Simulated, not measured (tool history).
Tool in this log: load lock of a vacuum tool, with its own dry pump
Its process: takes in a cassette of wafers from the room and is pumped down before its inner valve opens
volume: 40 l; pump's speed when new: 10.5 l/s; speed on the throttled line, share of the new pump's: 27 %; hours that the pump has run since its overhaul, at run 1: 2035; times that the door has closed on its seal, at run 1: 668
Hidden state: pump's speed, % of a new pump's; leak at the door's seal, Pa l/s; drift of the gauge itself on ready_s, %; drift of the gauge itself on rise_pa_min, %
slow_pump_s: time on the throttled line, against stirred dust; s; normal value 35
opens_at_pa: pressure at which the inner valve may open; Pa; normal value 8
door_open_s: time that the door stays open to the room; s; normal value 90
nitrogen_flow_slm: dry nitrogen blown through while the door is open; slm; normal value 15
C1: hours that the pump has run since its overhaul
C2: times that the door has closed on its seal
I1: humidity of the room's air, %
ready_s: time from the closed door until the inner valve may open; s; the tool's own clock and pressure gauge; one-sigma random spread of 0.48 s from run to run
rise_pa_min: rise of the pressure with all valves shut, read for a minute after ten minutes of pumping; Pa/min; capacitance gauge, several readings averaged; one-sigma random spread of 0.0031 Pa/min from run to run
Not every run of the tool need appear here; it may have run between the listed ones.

{"run": 1, "hour": 0.0, "slow_pump_s": 35, "opens_at_pa": 8, "door_open_s": 90, "nitrogen_flow_slm": 15, "C1": 2035, "C2": 668, "I1": 45.0, "ready_s": 62.5, "rise_pa_min": 0.054}
{"run": 2, "hour": 53.5, "slow_pump_s": 35, "opens_at_pa": 13, "door_open_s": 90, "nitrogen_flow_slm": 15, "C1": 2088, "C2": 841, "I1": 46.8, "ready_s": 60.1, "rise_pa_min": 0.063}
{"run": 3, "hour": 121.2, "slow_pump_s": 22, "opens_at_pa": 8, "door_open_s": 90, "nitrogen_flow_slm": 15, "C1": 2156, "C2": 1059, "I1": 43.6, "ready_s": 53.0, "rise_pa_min": 0.059}
{"run": 4, "hour": 198.1, "slow_pump_s": 35, "opens_at_pa": 8, "door_open_s": 140, "nitrogen_flow_slm": 15, "C1": 2233, "C2": 1307, "I1": 47.2, "ready_s": 61.2, "rise_pa_min": 0.079}
{"run": 5, "hour": 285.4, "slow_pump_s": 35, "opens_at_pa": 8, "door_open_s": 34, "nitrogen_flow_slm": 15, "C1": 2320, "C2": 1589, "I1": 44.7, "ready_s": 62.8, "rise_pa_min": 0.025}
{"run": 6, "hour": 399.2, "slow_pump_s": 35, "opens_at_pa": 8, "door_open_s": 34, "nitrogen_flow_slm": 15, "C1": 2434, "C2": 1956, "I1": 46.5, "ready_s": 61.5, "rise_pa_min": 0.032}
{"run": 7, "hour": 504.6, "slow_pump_s": 35, "opens_at_pa": 8, "door_open_s": 34, "nitrogen_flow_slm": 15, "C1": 2539, "C2": 2296, "I1": 45.2, "ready_s": 62.5, "rise_pa_min": 0.033}
{"run": 8, "hour": 559.8, "slow_pump_s": 35, "opens_at_pa": 8, "door_open_s": 34, "nitrogen_flow_slm": 15, "C1": 2595, "C2": 2475, "I1": 45.3, "ready_s": 61.8, "rise_pa_min": 0.027}
{"run": 9, "hour": 671.3, "slow_pump_s": 35, "opens_at_pa": 8, "door_open_s": 90, "nitrogen_flow_slm": 15, "C1": 2706, "C2": 2834, "I1": 43.5, "ready_s": 62.8, "rise_pa_min": 0.057}
{"run": 10, "hour": 778.7, "slow_pump_s": 35, "opens_at_pa": 8, "door_open_s": 90, "nitrogen_flow_slm": 40, "C1": 2813, "C2": 3181, "I1": 45.6, "ready_s": 62.5, "rise_pa_min": 0.037}
{"run": 11, "hour": 875.0, "slow_pump_s": 35, "opens_at_pa": 8, "door_open_s": 54, "nitrogen_flow_slm": 7, "C1": 2910, "C2": 3491, "I1": 45.8, "ready_s": 61.9, "rise_pa_min": 0.048}
{"run": 12, "hour": 962.6, "slow_pump_s": 47, "opens_at_pa": 12, "door_open_s": 207, "nitrogen_flow_slm": 6, "C1": 2997, "C2": 3774, "I1": 46.6, "ready_s": 69.2, "rise_pa_min": 0.137}
{"run": 13, "hour": 1035.0, "slow_pump_s": 28, "opens_at_pa": 7, "door_open_s": 207, "nitrogen_flow_slm": 7, "C1": 3070, "C2": 4008, "I1": 42.9, "ready_s": 58.2, "rise_pa_min": 0.124}
{"run": 14, "hour": 1089.1, "slow_pump_s": 28, "opens_at_pa": 7, "door_open_s": 207, "nitrogen_flow_slm": 7, "C1": 3124, "C2": 4182, "I1": 44.3, "ready_s": 58.4, "rise_pa_min": 0.129}
{"run": 15, "hour": 1192.0, "slow_pump_s": 28, "opens_at_pa": 7, "door_open_s": 207, "nitrogen_flow_slm": 7, "C1": 3227, "C2": 4514, "I1": 43.0, "ready_s": 57.5, "rise_pa_min": 0.132}
{"run": 16, "hour": 1288.7, "slow_pump_s": 43, "opens_at_pa": 6, "door_open_s": 43, "nitrogen_flow_slm": 6, "C1": 3323, "C2": 4826, "I1": 46.8, "ready_s": 69.4, "rise_pa_min": 0.045}
{"run": 17, "hour": 1376.4, "slow_pump_s": 29, "opens_at_pa": 8, "door_open_s": 76, "nitrogen_flow_slm": 20, "C1": 3411, "C2": 5109, "I1": 46.6, "ready_s": 57.8, "rise_pa_min": 0.044}
{"run": 18, "hour": 1442.0, "slow_pump_s": 19, "opens_at_pa": 7, "door_open_s": 28, "nitrogen_flow_slm": 11, "C1": 3477, "C2": 5321, "I1": 44.4, "ready_s": 51.7, "rise_pa_min": 0.029}
{"run": 19, "hour": 1538.1, "slow_pump_s": 19, "opens_at_pa": 16, "door_open_s": 84, "nitrogen_flow_slm": 11, "C1": 3573, "C2": 5631, "I1": 44.9, "ready_s": 47.3, "rise_pa_min": 0.067}

Alternative continuations, all from the tool just after run 19; predict every row:
{"run": "A", "hour": 1630.9, "slow_pump_s": 19, "opens_at_pa": 11, "door_open_s": 84, "nitrogen_flow_slm": 11, "C1": 3666, "C2": 5931, "I1": 42.8, "ready_s": "?", "rise_pa_min": "?"}
{"run": "B", "hour": 1630.9, "slow_pump_s": 21, "opens_at_pa": 8, "door_open_s": 111, "nitrogen_flow_slm": 21, "C1": 3666, "C2": 5931, "I1": 43.8, "ready_s": "?", "rise_pa_min": "?"}
{"run": "C", "hour": 1630.9, "slow_pump_s": 35, "opens_at_pa": 11, "door_open_s": 131, "nitrogen_flow_slm": 28, "C1": 3666, "C2": 5931, "I1": 45.5, "ready_s": "?", "rise_pa_min": "?"}
{"run": "D", "hour": 1630.9, "slow_pump_s": 19, "opens_at_pa": 16, "door_open_s": 128, "nitrogen_flow_slm": 7, "C1": 3666, "C2": 5931, "I1": 45.4, "ready_s": "?", "rise_pa_min": "?"}
{"run": "E", "hour": 1630.9, "slow_pump_s": 45, "opens_at_pa": 8, "door_open_s": 197, "nitrogen_flow_slm": 15, "C1": 3666, "C2": 5931, "I1": 44.9, "ready_s": "?", "rise_pa_min": "?"}

run=A ready_s=49.5 rise_pa_min=0.055
run=B ready_s=51.5 rise_pa_min=0.058
run=C ready_s=61.2 rise_pa_min=0.056
run=D ready_s=46.7 rise_pa_min=0.096
run=E ready_s=69.8 rise_pa_min=0.103
Had the tool no hidden state, the same runs would have come out as:
run=A ready_s=49.5 rise_pa_min=0.055
run=B ready_s=51.5 rise_pa_min=0.058
run=C ready_s=61.2 rise_pa_min=0.056
run=D ready_s=46.7 rise_pa_min=0.096
run=E ready_s=69.8 rise_pa_min=0.103

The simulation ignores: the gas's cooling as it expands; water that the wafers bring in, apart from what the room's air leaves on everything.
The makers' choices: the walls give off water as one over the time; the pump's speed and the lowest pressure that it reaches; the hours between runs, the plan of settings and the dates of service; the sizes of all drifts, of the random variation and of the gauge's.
